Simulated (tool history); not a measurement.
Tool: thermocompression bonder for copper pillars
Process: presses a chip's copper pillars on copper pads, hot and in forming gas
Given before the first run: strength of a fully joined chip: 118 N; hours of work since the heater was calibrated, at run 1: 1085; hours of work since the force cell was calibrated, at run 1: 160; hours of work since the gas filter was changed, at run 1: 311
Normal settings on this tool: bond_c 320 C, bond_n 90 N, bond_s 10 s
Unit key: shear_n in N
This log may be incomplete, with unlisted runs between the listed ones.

run	hour	bond_c	bond_n	bond_s	hours of work since the heater was calibrated	hours of work since the force cell was calibrated	hours of work since the gas filter was changed	shear_n
1	0.0	320	90	10	1085	160	311	45.5
2	25.7	320	90	10	1102	177	328	45.6
# hour 58.6: forming gas filter changed
3	69.0	310	90	10	1130	205	7	43.0
# hour 73.8: heater calibrated with a thermocouple chip
4	124.3	310	90	10	33	240	42	46.2
5	153.1	310	90	10	52	259	61	45.4
6	179.7	310	90	10	69	276	78	44.9
7	209.6	310	90	10	89	296	98	44.9
# hour 216.9: force cell calibrated
8	255.7	310	90	10	118	25	127	45.0
9	286.6	310	90	10	139	46	147	44.6
10	348.9	310	90	10	179	87	188	44.7
11	390.4	310	70	22	207	114	215	51.3
# hour 421.9: force cell calibrated, once more
12	436.9	310	70	22	236	10	245	51.2
13	493.7	310	70	22	273	47	282	51.1
14	543.9	310	70	22	306	80	315	50.5
15	573.7	315	63	24	326	100	335	51.7
# hour 598.3: forming gas filter changed
16	603.4	315	63	24	345	119	3	55.0
17	646.3	320	122	10	373	147	32	58.7
18	686.0	320	72	16	399	173	58	51.8
19	720.2	339	132	19	422	195	80	85.4

Branching from run 19: 5 alternative next runs. What would each branch give?
A	777.2	320	56	10	459	233	117	?
B	777.2	331	70	10	459	233	117	?
C	777.2	298	80	16	459	233	117	?
D	777.2	332	129	10	459	233	117	?
E	777.2	306	118	29	459	233	117	?

run	shear_n
A	36.7
B	47.4
C	42.6
D	65.9
E	70.1
Take away the tool's hidden state, keep each run's random variation, and the runs would have read:
run	shear_n
A	38.6
B	49.7
C	44.8
D	68.8
E	73.2
